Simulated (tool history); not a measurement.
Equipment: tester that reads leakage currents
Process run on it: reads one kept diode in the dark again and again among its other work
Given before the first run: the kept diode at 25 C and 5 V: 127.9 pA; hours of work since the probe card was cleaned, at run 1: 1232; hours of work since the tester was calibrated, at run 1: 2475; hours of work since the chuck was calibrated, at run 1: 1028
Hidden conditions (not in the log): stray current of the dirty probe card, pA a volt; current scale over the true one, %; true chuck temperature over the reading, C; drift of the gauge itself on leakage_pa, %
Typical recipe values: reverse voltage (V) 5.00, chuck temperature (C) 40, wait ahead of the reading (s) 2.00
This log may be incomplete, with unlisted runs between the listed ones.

run,hour,reverse voltage (V),chuck temperature (C),wait ahead of the reading (s),hours of work since the probe card was cleaned,hours of work since the tester was calibrated,hours of work since the chuck was calibrated,current that the tester gives (pA)
1,0.0,5.00,40,2.00,1232,2475,1028,488.67
2,77.1,5.00,40,2.00,1286,2529,1082,485.29
3,207.8,5.00,40,2.00,1377,2620,1174,486.43
4,336.7,1.05,40,2.00,1468,2711,1264,271.72
5,441.8,1.05,40,2.00,1541,2784,1338,273.25
# hour 579.1: chuck's temperature calibrated
6,587.4,5.00,40,1.01,1642,2885,6,483.86

Estimate the outcome of run 7 from the log above:
# hour 697.6: tester calibrated
7,725.8,12.15,48,6.47,1737,20,101,?

{"run 7": {"current that the tester gives (pA)": 1314.22}}
Had the tool carried no hidden state, the very same run would have given current that the tester gives (pA) 1313.85.

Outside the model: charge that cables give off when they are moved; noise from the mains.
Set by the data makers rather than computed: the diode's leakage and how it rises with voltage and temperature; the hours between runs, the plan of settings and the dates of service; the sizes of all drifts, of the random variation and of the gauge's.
